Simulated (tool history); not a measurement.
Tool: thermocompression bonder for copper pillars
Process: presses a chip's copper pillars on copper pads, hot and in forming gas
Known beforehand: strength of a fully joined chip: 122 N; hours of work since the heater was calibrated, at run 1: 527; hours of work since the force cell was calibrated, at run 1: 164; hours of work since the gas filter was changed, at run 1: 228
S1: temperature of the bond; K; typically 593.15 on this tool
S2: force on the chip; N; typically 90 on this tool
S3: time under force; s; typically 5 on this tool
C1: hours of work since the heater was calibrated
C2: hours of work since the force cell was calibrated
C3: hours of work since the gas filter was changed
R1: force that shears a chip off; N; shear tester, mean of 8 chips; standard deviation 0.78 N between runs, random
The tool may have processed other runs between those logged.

run,hour,S1,S2,S3,C1,C2,C3,R1
1,0.0,593.15,90,5,527,164,228,60.4
2,18.0,593.15,90,5,534,172,236,59.0
3,32.4,593.15,124,5,540,177,242,78.5
4,50.2,593.15,90,5,547,185,249,59.6
5,77.5,593.15,90,5,559,196,260,60.9
6,97.1,593.15,90,10,567,204,268,74.7
7,122.3,593.15,58,10,577,214,279,51.1
8,145.3,593.15,58,10,587,224,288,50.9
9,159.5,593.15,90,12,592,230,294,80.5
10,184.5,595.15,90,12,603,240,304,79.9
11,206.3,593.15,90,5,612,249,313,58.4
12,219.3,593.15,90,5,617,254,319,60.6
13,238.3,593.15,90,5,625,262,326,61.4
14,267.7,593.15,90,5,637,274,339,59.7
15,297.5,593.15,90,5,649,287,351,60.2
16,323.0,593.15,90,5,660,297,361,58.6
17,344.3,593.15,90,5,669,306,370,59.0
18,369.3,593.15,90,5,679,316,380,60.0
19,385.6,593.15,90,5,686,323,387,59.1
# hour 404.7: forming gas filter changed
20,407.0,593.15,90,5,694,331,1,62.3
21,424.5,593.15,90,5,701,339,8,63.1
22,455.1,593.15,90,5,714,351,21,61.6
23,483.8,593.15,90,5,726,363,33,60.7
24,507.9,593.15,75,5,736,373,43,53.0
25,523.8,593.15,134,5,742,380,49,85.5
26,540.9,590.15,90,14,749,387,56,82.9

What will run 27 give?
27,572.5,588.15,55,3,762,400,69,?

{"run 27": {"R1": 28.1}}
With the hidden condition absent and the run-to-run variation left alone, this run would have shown R1 27.0 N.

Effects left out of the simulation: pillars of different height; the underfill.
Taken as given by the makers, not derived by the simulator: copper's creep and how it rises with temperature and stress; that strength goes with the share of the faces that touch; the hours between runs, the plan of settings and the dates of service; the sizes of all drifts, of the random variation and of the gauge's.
